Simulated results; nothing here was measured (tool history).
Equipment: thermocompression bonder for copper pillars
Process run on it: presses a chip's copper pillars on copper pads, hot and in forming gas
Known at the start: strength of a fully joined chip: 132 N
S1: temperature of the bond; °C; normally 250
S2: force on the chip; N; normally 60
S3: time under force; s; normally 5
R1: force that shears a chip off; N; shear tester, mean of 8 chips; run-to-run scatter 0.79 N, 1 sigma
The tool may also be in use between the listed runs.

| run | day | S1 | S2 | S3 | R1 |
|---|---|---|---|---|---|
| 1 | 0 | 250 | 60 | 5 | 71 |
| 2 | 1.458 | 250 | 60 | 5 | 71.6 |
| 3 | 2.233 | 250 | 60 | 5 | 70.1 |
| 4 | 3.508 | 248 | 60 | 5 | 69.2 |
| 5 | 4.762 | 248 | 60 | 5 | 70.4 |
| 6 | 6.129 | 250 | 60 | 5 | 71.4 |
| 7 | 7.729 | 250 | 60 | 5 | 72.1 |
| 8 | 8.808 | 250 | 60 | 5 | 72.1 |

What does the tool deliver on the next run?
| 9 | 9.671 | 254 | 60 | 5 | ? |

Run 9 measured R1 75.6 N.
Minus the tool's unlogged condition, the same run would have read R1 67.9 N.

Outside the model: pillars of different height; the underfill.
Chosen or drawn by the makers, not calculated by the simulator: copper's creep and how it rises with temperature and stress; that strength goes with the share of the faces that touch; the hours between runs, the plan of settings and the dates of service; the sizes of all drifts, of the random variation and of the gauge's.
